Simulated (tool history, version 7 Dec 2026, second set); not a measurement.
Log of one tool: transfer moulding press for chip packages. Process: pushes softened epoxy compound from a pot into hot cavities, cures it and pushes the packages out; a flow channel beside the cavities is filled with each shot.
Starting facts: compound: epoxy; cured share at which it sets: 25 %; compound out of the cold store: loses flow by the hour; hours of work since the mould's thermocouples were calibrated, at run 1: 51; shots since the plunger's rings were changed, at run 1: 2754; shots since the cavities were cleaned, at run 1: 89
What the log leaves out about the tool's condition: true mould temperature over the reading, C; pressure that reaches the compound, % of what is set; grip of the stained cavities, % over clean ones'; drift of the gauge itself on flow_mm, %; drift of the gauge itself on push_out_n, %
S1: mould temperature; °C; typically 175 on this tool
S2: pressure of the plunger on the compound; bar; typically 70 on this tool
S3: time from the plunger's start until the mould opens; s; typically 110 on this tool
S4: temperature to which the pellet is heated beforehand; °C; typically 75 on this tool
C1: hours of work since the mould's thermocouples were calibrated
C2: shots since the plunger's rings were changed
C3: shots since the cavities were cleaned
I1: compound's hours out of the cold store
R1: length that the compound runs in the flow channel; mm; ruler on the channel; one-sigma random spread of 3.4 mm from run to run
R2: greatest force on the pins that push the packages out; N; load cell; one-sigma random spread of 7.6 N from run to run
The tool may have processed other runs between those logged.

run	hour	S1	S2	S3	S4	C1	C2	C3	I1	R1	R2
1	0	175	70	110	75	51	2754	89	37.6	643	364
2	16.4	175	70	110	75	61	2920	255	32	651	469
3	30.3	175	70	110	75	69	3059	394	16.8	686	498
# hour 37.4: cavities cleaned with cleaning compound and waxed
4	47.4	175	70	110	75	78	3216	100	40.6	637	384
5	65.5	175	70	110	75	88	3400	284	34.8	645	454
6	73.5	175	70	110	75	93	3481	365	23.1	668	498
# hour 84: cavities cleaned with cleaning compound and waxed
7	84.9	175	70	110	75	99	3581	10	8.2	706	338
8	95.2	175	70	110	75	105	3684	113	42.2	624	398
# hour 98.8: mould's thermocouples calibrated
9	108.3	175	70	110	75	6	3797	226	27.5	650	428
10	123.7	175	70	110	75	14	3951	380	29.7	649	507
# hour 132: cavities cleaned with cleaning compound and waxed
11	132.8	175	70	147	75	19	4028	8	15.9	680	249
# hour 141.9: mould's thermocouples calibrated, once more
# hour 148.6: plunger's sealing rings changed
12	153.4	175	70	147	75	5	49	171	20.1	699	330
13	164.2	175	70	147	75	12	158	280	10.6	723	363
# hour 182.7: cavities cleaned with cleaning compound and waxed
14	183.6	175	70	147	75	22	338	9	19	704	248
15	200.9	175	70	110	75	32	513	184	21.3	694	445
16	214.8	180	57.1	111	75	40	653	324	23	607	393
# hour 229: cavities cleaned with cleaning compound and waxed
17	229	181	70	129	75	47	782	0	9.5	700	249
18	238.4	177	77.4	100	77	53	877	95	31.1	705	435
19	248.6	177	77.4	100	77	59	980	198	29	707	496
20	266.9	174	77.4	138	73	69	1164	382	29.3	708	398
# hour 275.3: cavities cleaned with cleaning compound and waxed
21	282	174	77.4	138	73	77	1301	67	14.6	741	292
22	297.3	174	77.4	138	73	86	1456	222	23.1	724	361
23	308.1	175	70	110	70	93	1565	331	36.6	660	483
24	319.1	175	70	110	70	99	1676	442	35.5	660	525
# hour 322.3: cavities cleaned with cleaning compound and waxed
25	337.7	170	70	110	70	109	1848	155	36.1	669	607
26	346.7	170	70	110	70	114	1940	247	13.5	719	691
27	360.3	173	69	144	75	122	2076	383	39.4	649	404
# hour 367.9: cavities cleaned with cleaning compound and waxed
28	371.9	173	69	112	75	128	2178	40	37.4	653	382
29	379.3	173	69	112	75	132	2254	116	11.7	709	462

Below are 3 alternative next runs, each starting from the tool's condition after run 29. Predict each:
A	390.4	171	69	137	74	139	2365	227	36.2	?	?
B	390.4	175	60	110	75	139	2365	227	25.1	?	?
C	390.4	182	70	110	75	139	2365	227	16.2	?	?

run	R1	R2
A	657	405
B	622	463
C	672	360
With the hidden condition removed and each run's random variation left untouched, the same runs would have given:
run	R1	R2
A	677	276
B	641	315
C	692	248

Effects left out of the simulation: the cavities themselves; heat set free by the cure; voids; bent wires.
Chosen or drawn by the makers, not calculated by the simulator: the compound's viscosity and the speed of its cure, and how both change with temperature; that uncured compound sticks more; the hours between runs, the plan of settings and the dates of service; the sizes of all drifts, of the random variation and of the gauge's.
